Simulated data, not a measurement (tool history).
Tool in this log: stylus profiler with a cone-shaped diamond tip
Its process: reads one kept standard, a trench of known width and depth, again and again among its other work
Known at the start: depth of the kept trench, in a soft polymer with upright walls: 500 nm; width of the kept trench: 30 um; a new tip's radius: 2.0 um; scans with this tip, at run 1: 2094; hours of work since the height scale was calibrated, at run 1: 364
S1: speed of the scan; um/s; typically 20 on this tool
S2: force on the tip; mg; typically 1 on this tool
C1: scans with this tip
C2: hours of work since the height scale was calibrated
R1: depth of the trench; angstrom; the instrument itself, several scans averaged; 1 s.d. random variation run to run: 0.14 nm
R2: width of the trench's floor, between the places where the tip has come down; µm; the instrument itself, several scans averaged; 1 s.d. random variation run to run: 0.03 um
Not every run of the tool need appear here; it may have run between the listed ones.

run	hour	S1	S2	C1	C2	R1	R2
1	0	20	1	2094	364	5017.9	27.15
2	12.9	20	1	2144	373	5018.8	27.14
3	24	20	1.31	2187	380	5026.2	27.15
4	40.7	49	1.31	2252	392	5023.2	26.95
5	61.9	49	1.31	2334	406	5022.6	26.91
6	85.1	49	1.31	2423	421	5024.6	26.94
7	103.7	49	1.31	2495	434	5025.2	26.9
8	128	20	1.03	2589	450	5018.8	27.12
9	140.6	20	1.03	2637	459	5020.2	27.14
10	158.7	20	1	2707	471	5015.3	27.1
11	178.3	20	1	2783	484	5018.9	27.13
12	199	20	1	2863	498	5018.6	27.11
13	216.6	20	1	2931	510	5017	27.06
14	234.3	20	1	2999	522	5017.3	27.08
15	253.4	20	1	3073	534	5015.7	27.06
16	264.6	20	1	3116	542	5015.4	27.12
17	274.7	20	1	3155	549	5016.8	27.06
18	298.5	20	0.38	3247	565	5004	26.99
19	314.3	20	0.38	3308	575	5001.2	26.99
20	325.3	20	0.38	3351	583	5002	27.05
21	338.3	20	0.38	3401	591	5004.2	26.98
22	349.7	7	1	3445	599	5017.5	27.19
23	363.3	7	1	3498	608	5016.1	27.17
24	376.4	28	0.5	3548	617	5005.7	26.92
25	398.9	5	1	3635	632	5013.6	27.19
26	415.4	29	2.81	3699	643	5039.1	27.13
27	434.3	19	1.06	3772	656	5015.8	27.1
28	452.2	59	0.51	3841	668	5004.5	26.61
29	471	9	1.82	3914	681	5025.1	27.11
30	487	9	0.7	3975	691	5011.1	27.13
31	508.2	20	2.26	4057	706	5030.9	27.16
# hour 510: height scale calibrated on a step standard
32	529.9	33	0.78	4139	13	5002.7	26.99
33	550.4	33	0.78	4218	27	5002.7	26.99
34	567.9	17	0.45	4286	39	4996.5	27.03
35	580	20	2.7	4333	47	5032.7	27.15
36	593.3	5	0.37	4384	56	4993.8	27.17
# hour 595.9: height scale calibrated on a step standard, once more
37	611.7	58	1	4453	11	5027.1	26.83
38	621.7	7	0.33	4492	17	5015.5	27.16
39	638.7	7	0.33	4558	29	5010.9	27.08
40	654.7	7	0.33	4619	39	5012.7	27.13
41	667.2	36	0.68	4668	48	5022	26.91
42	678.3	17	0.65	4711	55	5022.8	27.01
43	700.5	17	0.65	4796	70	5020.6	27.01
44	715	27	2.54	4852	80	5047.6	27.09
45	734.9	24	1.09	4929	93	5028.1	27.02
46	751.3	10	0.74	4993	104	5022.1	27.1

Hidden state or all else? Some run-to-run changes of R1, split into what the settings, what came in and random variation would give without the hidden state, and what is left for the hidden state (with any gauge scatter that isn't in both results):
Unlogged tool condition in this case: radius of the tip, um; height scale over the true one, %; drift of the gauge itself on depth_nm, %; drift of the gauge itself on floor_um, %.
Run 30 -> 31: S1 9 -> 20, S2 0.7 -> 2.26. R1 +19.8 angstrom: hidden state -0.3, all else +20.1.
Run 31 -> 32: S1 20 -> 33, S2 2.26 -> 0.78, height scale calibrated on a step standard. R1 -28.2 angstrom: hidden state -5.4, all else -22.8.
Run 34 -> 35: S1 17 -> 20, S2 0.45 -> 2.7. R1 +36.2 angstrom: hidden state -0.2, all else +36.4.
Run 35 -> 36: S1 20 -> 5, S2 2.7 -> 0.37. R1 -38.9 angstrom: hidden state +0, all else -38.9.
Run 36 -> 37: S1 5 -> 58, S2 0.37 -> 1, height scale calibrated on a step standard, once more. R1 +33.3 angstrom: hidden state +19.3, all else +14.
